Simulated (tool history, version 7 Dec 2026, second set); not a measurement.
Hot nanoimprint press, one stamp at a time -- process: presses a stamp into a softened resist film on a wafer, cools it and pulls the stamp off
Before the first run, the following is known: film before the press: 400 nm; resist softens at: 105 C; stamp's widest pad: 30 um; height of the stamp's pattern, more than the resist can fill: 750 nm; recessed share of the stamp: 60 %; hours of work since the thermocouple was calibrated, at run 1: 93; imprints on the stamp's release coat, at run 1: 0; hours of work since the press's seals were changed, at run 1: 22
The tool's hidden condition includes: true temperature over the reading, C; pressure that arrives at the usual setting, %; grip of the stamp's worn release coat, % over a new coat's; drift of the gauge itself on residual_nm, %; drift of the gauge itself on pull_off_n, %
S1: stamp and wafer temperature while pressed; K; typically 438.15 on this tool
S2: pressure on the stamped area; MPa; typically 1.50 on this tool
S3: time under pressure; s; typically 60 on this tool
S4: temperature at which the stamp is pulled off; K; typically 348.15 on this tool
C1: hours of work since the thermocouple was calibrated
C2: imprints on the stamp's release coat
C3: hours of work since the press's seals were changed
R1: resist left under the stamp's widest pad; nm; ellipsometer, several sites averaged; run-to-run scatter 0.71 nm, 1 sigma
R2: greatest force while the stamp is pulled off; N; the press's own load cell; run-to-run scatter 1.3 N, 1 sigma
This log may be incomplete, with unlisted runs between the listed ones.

run   hour      S1    S2   S3      S4   C1   C2   C3     R1   R2
  1    0.0  438.15  1.50   60  348.15   93    0   22  159.2  221
  2   13.6  438.15  1.50   60  348.15  104   78   32  158.2  223
  3   22.3  438.15  1.50   60  348.15  110  128   39  158.7  222
  4   32.7  438.15  1.50   60  348.15  119  187   47  157.5  225
  5   38.4  438.15  1.50   60  348.15  123  219   52  157.3  223
  6   49.8  438.15  1.50   60  348.15  132  285   61  157.8  223
  7   62.0  438.15  1.50   60  348.15  142  355   70  157.7  226
  8   74.3  438.15  1.50   60  348.15  151  425   80  158.2  225
  9   85.7  438.15  1.50   60  348.15  160  490   89  156.7  223
 10   92.2  438.15  1.50   60  348.15  165  528   94  157.4  223
 11  104.1  438.15  1.50   60  348.15  174  596  103  157.8  225
 12  115.5  438.15  1.50   60  348.15  183  661  112  157.9  226
     123.5  -- stamp cleaned and given a new release coat
 13  134.1  428.15  1.50   60  348.15  193   61  122  289.9  225
 14  143.6  434.15  1.50   60  348.15  201  115  129  206.2  228
 15  153.7  438.15  1.50   60  335.15  209  173  137  158.7  255
 16  160.6  436.15  1.73   67  340.15  214  212  143  162.1  247
 17  166.6  430.15  1.68  100  348.15  219  247  147  216.3  227
 18  179.3  447.15  1.00   77  333.15  229  319  157   93.5  265
 19  188.3  447.15  1.00   77  333.15  236  371  164   93.6  265
 20  195.1  447.15  2.31   77  333.15  241  410  170   61.3  266
 21  204.3  433.15  2.03   88  340.15  248  463  177  167.4  250
 22  214.5  438.15  1.50   60  353.15  256  521  185  156.9  217
 23  228.0  448.15  1.19  104  334.15  267  598  196   70.4  262
 24  236.6  438.15  1.50   42  348.15  274  647  202  182.0  227
     246.6  -- stamp cleaned and given a new release coat
 25  252.6  436.15  2.25   42  348.15  281   35  210  174.7  229
 26  262.1  443.15  1.24   60  348.15  289   89  218  123.6  228
     267.9  -- plate thermocouple calibrated
 27  277.2  443.15  1.24   60  348.15    7  158  227  124.0  228
 28  289.9  446.15  1.50   63  348.15   17  231  237   90.0  230
 29  301.6  446.15  1.50   63  348.15   26  297  246   89.5  230

Predict the results of run 30:
 30  308.3  438.15  2.16  95  355.15  32  336  251   ?   ?

{"run 30": {"R1": 109.0, "R2": 212}}
With no hidden state in the tool, this same run would have given R1 108.9 nm, R2 206 N.
